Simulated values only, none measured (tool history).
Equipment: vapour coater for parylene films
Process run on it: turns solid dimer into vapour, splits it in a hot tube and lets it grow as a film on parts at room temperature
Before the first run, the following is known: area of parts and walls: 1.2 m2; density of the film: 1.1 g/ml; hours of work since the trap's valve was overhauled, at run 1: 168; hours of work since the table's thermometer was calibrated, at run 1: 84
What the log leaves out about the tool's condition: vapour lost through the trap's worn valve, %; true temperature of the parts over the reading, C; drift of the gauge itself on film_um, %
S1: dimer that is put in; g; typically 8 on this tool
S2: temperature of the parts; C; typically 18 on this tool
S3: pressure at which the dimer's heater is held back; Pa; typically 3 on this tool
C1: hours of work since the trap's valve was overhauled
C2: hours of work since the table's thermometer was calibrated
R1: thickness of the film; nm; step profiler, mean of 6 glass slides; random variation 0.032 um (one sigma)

run 1 day=0 | S1=8 S2=18 S3=3 | C1=168 C2=84 | R1=2950
run 2 day=0.854 | S1=8 S2=18 S3=3 | C1=178 C2=94 | R1=2950
run 3 day=1.296 | S1=8 S2=18 S3=3 | C1=184 C2=100 | R1=2860
run 4 day=1.958 | S1=8 S2=18 S3=6.43 | C1=192 C2=108 | R1=2750
run 5 day=2.479 | S1=8 S2=18 S3=11.92 | C1=198 C2=114 | R1=2610
run 6 day=3.017 | S1=8 S2=18 S3=11.92 | C1=205 C2=121 | R1=2590
run 7 day=3.638 | S1=8 S2=18 S3=11.92 | C1=212 C2=128 | R1=2610
run 8 day=4.446 | S1=8 S2=18 S3=11.92 | C1=222 C2=138 | R1=2590
run 9 day=4.896 | S1=8 S2=18 S3=3 | C1=227 C2=143 | R1=2830
run 10 day=5.404 | S1=8 S2=18 S3=3 | C1=234 C2=149 | R1=2880
run 11 day=6.267 | S1=8 S2=18 S3=3 | C1=244 C2=160 | R1=2860
run 12 day=7.071 | S1=8 S2=18 S3=3 | C1=254 C2=170 | R1=2800
run 13 day=7.833 | S1=8 S2=19 S3=3 | C1=263 C2=179 | R1=2660
run 14 day=8.633 | S1=8 S2=18 S3=3 | C1=273 C2=188 | R1=2840
run 15 day=9.092 | S1=8 S2=13 S3=3 | C1=278 C2=194 | R1=3550
run 16 day=9.646 | S1=8 S2=13 S3=3 | C1=285 C2=201 | R1=3480
run 17 day=10.208 | S1=8 S2=13 S3=3 | C1=292 C2=208 | R1=3410
run 18 day=10.933 | S1=8 S2=18 S3=3 | C1=300 C2=216 | R1=2760
run 19 day=11.388 | S1=13 S2=18 S3=3 | C1=306 C2=222 | R1=4450
run 20 day=12.121 | S1=5 S2=24 S3=2.75 | C1=315 C2=231 | R1=1360
run 21 day=12.796 | S1=8 S2=24 S3=2.39 | C1=323 C2=239 | R1=2170
run 22 day=13.329 | S1=8 S2=24 S3=2.39 | C1=330 C2=245 | R1=2170
run 23 day=13.725 | S1=6 S2=24 S3=2.98 | C1=334 C2=250 | R1=1590
-- day=14.004 trap's valve overhauled
run 24 day=14.342 | S1=8 S2=22 S3=4.61 | C1=4 C2=256 | R1=2520
run 25 day=15.179 | S1=8 S2=22 S3=4.61 | C1=14 C2=266 | R1=2520
run 26 day=15.742 | S1=8 S2=22 S3=3.88 | C1=21 C2=273 | R1=2570
run 27 day=16.342 | S1=3 S2=18 S3=8.58 | C1=28 C2=280 | R1=1060
run 28 day=16.746 | S1=10 S2=24 S3=3.92 | C1=33 C2=285 | R1=2900
run 29 day=17.225 | S1=8 S2=15 S3=3.71 | C1=39 C2=291 | R1=3490
run 30 day=18.096 | S1=11 S2=26 S3=9.74 | C1=50 C2=301 | R1=2770
run 31 day=18.721 | S1=8 S2=18 S3=3.52 | C1=57 C2=309 | R1=3000
run 32 day=19.467 | S1=8 S2=12 S3=3 | C1=66 C2=318 | R1=3970
run 33 day=19.912 | S1=5 S2=12 S3=8.8 | C1=72 C2=323 | R1=2290
run 34 day=20.588 | S1=7 S2=12 S3=7.04 | C1=80 C2=331 | R1=3270
run 35 day=21.046 | S1=7 S2=12 S3=7.04 | C1=85 C2=337 | R1=3200
run 36 day=21.608 | S1=13 S2=12 S3=7.04 | C1=92 C2=344 | R1=6030
run 37 day=22.2 | S1=13 S2=12 S3=7.04 | C1=99 C2=351 | R1=6070
run 38 day=22.875 | S1=10 S2=12 S3=7.04 | C1=107 C2=359 | R1=4530

For each run, the measured value with the value that run would have given without the tool's hidden condition subtracted. The run-to-run variation is shared by both, the gauge scatter possibly not:
run=1 R1=-240
run=2 R1=-260
run=3 R1=-260
run=4 R1=-260
run=5 R1=-250
run=6 R1=-260
run=7 R1=-270
run=8 R1=-290
run=9 R1=-320
run=10 R1=-330
run=11 R1=-350
run=12 R1=-350
run=13 R1=-350
run=14 R1=-390
run=15 R1=-500
run=16 R1=-490
run=17 R1=-500
run=18 R1=-410
run=19 R1=-680
run=20 R1=-210
run=21 R1=-350
run=22 R1=-360
run=23 R1=-270
run=24 R1=-40
run=25 R1=-60
run=26 R1=-70
run=27 R1=-30
run=28 R1=-80
run=29 R1=-110
run=30 R1=-100
run=31 R1=-120
run=32 R1=-180
run=33 R1=-110
run=34 R1=-160
run=35 R1=-170
run=36 R1=-340
run=37 R1=-370
run=38 R1=-290
